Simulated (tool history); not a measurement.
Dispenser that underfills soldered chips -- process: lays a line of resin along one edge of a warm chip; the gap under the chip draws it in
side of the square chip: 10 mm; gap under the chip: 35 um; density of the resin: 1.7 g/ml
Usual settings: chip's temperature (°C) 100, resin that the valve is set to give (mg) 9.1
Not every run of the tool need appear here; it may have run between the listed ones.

| run | day | chip's temperature (°C) | resin that the valve is set to give (mg) | time until the resin shows at the far edge (s) | resin that the valve gave (mg) |
|---|---|---|---|---|---|
| 1 | 0 | 100 | 9.1 | 246.1 | 8.83 |
|  | 0.312 | new syringe of resin |
| 2 | 0.462 | 100 | 9.1 | 215.4 | 8.85 |
| 3 | 0.771 | 100 | 9.1 | 310.1 | 8.76 |
|  | 0.871 | new syringe of resin |
| 4 | 1.092 | 100 | 9.1 | 235.6 | 8.77 |
| 5 | 1.371 | 100 | 9.1 | 333.7 | 8.63 |
|  | 1.425 | new syringe of resin |
| 6 | 1.625 | 100 | 9.1 | 227.8 | 8.59 |
| 7 | 1.838 | 100 | 10.62 | 295 | 10.1 |
|  | 1.971 | new syringe of resin |
| 8 | 2.288 | 95 | 10.62 | 308.4 | 10.03 |
|  | 2.521 | new syringe of resin |
| 9 | 2.542 | 106 | 9.1 | 148.4 | 8.56 |
|  | 2.708 | dispensing valve cleaned and set on the balance |
| 10 | 2.942 | 104 | 9.62 | 251 | 9.56 |
|  | 3.104 | new syringe of resin |
| 11 | 3.15 | 112 | 9.62 | 122.7 | 9.52 |
| 12 | 3.592 | 113 | 10.47 | 201.1 | 10.43 |
|  | 3.662 | new syringe of resin |
| 13 | 3.883 | 107 | 10.5 | 181.5 | 10.42 |
| 14 | 4.188 | 107 | 10.5 | 268.2 | 10.33 |
|  | 4.233 | new syringe of resin |
| 15 | 4.504 | 89 | 10.87 | 372.7 | 10.81 |
|  | 4.783 | new syringe of resin |
| 16 | 4.971 | 91 | 9.03 | 317.4 | 8.91 |
| 17 | 5.3 | 91 | 7.98 | 501.4 | 7.83 |
|  | 5.338 | new syringe of resin |
| 18 | 5.779 | 91 | 7.98 | 453 | 7.84 |

A few steps of time until the resin shows at the far edge (s) between consecutive runs. Split each: what settings, incoming material and random variation would produce without the hidden state, and what is left over for the hidden state, along with gauge scatter present in only one of the two compared results (measured, and without hidden state):
Unlogged tool condition in this case: resin's viscosity, % of fresh resin's; dose that the valve gives, % of what is set; true chip temperature over the reading, C; drift of the gauge itself on fill_s, %; drift of the gauge itself on given_mg, %.
Run 16 -> 17: resin that the valve is set to give (mg) 9.03 -> 7.98. time until the resin shows at the far edge (s) +184: hidden state +173.3, all else +10.7.
